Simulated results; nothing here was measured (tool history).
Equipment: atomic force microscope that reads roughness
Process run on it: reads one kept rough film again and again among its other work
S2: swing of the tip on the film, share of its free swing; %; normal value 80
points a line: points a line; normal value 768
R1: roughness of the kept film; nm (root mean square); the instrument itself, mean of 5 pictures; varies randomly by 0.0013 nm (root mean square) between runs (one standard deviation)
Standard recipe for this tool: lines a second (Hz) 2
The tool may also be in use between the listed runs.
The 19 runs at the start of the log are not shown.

run 20 day=7.471 | lines_a_second_(Hz)=2 S2=65 points_a_line=768 | R1=0.996
run 21 day=7.879 | lines_a_second_(Hz)=2 S2=65 points_a_line=768 | R1=0.998
run 22 day=8.15 | lines_a_second_(Hz)=2 S2=65 points_a_line=768 | R1=0.997
run 23 day=8.75 | lines_a_second_(Hz)=1.87 S2=80 points_a_line=1015 | R1=0.905
run 24 day=9.225 | lines_a_second_(Hz)=2.36 S2=61 points_a_line=765 | R1=1.002
run 25 day=9.704 | lines_a_second_(Hz)=1.73 S2=89 points_a_line=921 | R1=0.843
run 26 day=10.3 | lines_a_second_(Hz)=0.81 S2=89 points_a_line=289 | R1=0.955
run 27 day=10.842 | lines_a_second_(Hz)=1.75 S2=89 points_a_line=289 | R1=0.837
run 28 day=11.167 | lines_a_second_(Hz)=1.75 S2=76 points_a_line=289 | R1=0.939
run 29 day=11.667 | lines_a_second_(Hz)=1.75 S2=56 points_a_line=264 | R1=1.038
run 30 day=12.225 | lines_a_second_(Hz)=1.16 S2=80 points_a_line=522 | R1=0.964
-- day=12.304 height scale calibrated on a step standard
run 31 day=12.571 | lines_a_second_(Hz)=1.6 S2=80 points_a_line=768 | R1=0.923
run 32 day=12.858 | lines_a_second_(Hz)=1.73 S2=79 points_a_line=304 | R1=0.916
run 33 day=13.321 | lines_a_second_(Hz)=1.73 S2=79 points_a_line=304 | R1=0.918
run 34 day=13.775 | lines_a_second_(Hz)=2 S2=77 points_a_line=733 | R1=0.912
-- day=14.104 height scale calibrated on a step standard, once more
run 35 day=14.175 | lines_a_second_(Hz)=2 S2=77 points_a_line=733 | R1=0.915
-- day=14.733 new tip fitted
run 36 day=14.783 | lines_a_second_(Hz)=2 S2=77 points_a_line=733 | R1=0.928
run 37 day=15.096 | lines_a_second_(Hz)=0.56 S2=87 points_a_line=414 | R1=1.012
run 38 day=15.342 | lines_a_second_(Hz)=1.33 S2=57 points_a_line=617 | R1=1.063
run 39 day=15.754 | lines_a_second_(Hz)=1.64 S2=80 points_a_line=768 | R1=0.934
run 40 day=16.288 | lines_a_second_(Hz)=1.04 S2=80 points_a_line=768 | R1=0.99
run 41 day=16.571 | lines_a_second_(Hz)=2 S2=63 points_a_line=368 | R1=1.014
run 42 day=17.117 | lines_a_second_(Hz)=1.01 S2=75 points_a_line=843 | R1=1.013
run 43 day=17.421 | lines_a_second_(Hz)=1.33 S2=62 points_a_line=843 | R1=1.043

Each row is a separate what-if for the run after 43, all from the same tool condition, not one after another. Results?
run A day=17.696 | lines_a_second_(Hz)=2 S2=56 points_a_line=768 | R1=?
run B day=17.696 | lines_a_second_(Hz)=2 S2=58 points_a_line=768 | R1=?
run C day=17.696 | lines_a_second_(Hz)=2 S2=75 points_a_line=649 | R1=?
run D day=17.696 | lines_a_second_(Hz)=0.66 S2=62 points_a_line=402 | R1=?
run E day=17.696 | lines_a_second_(Hz)=3.67 S2=90 points_a_line=622 | R1=?

run=A R1=1.043
run=B R1=1.038
run=C R1=0.939
run=D R1=1.07
run=E R1=0.666
Stripped of hidden state, with their random variation kept, the same runs would have yielded:
run=A R1=1.045
run=B R1=1.04
run=C R1=0.941
run=D R1=1.073
run=E R1=0.668
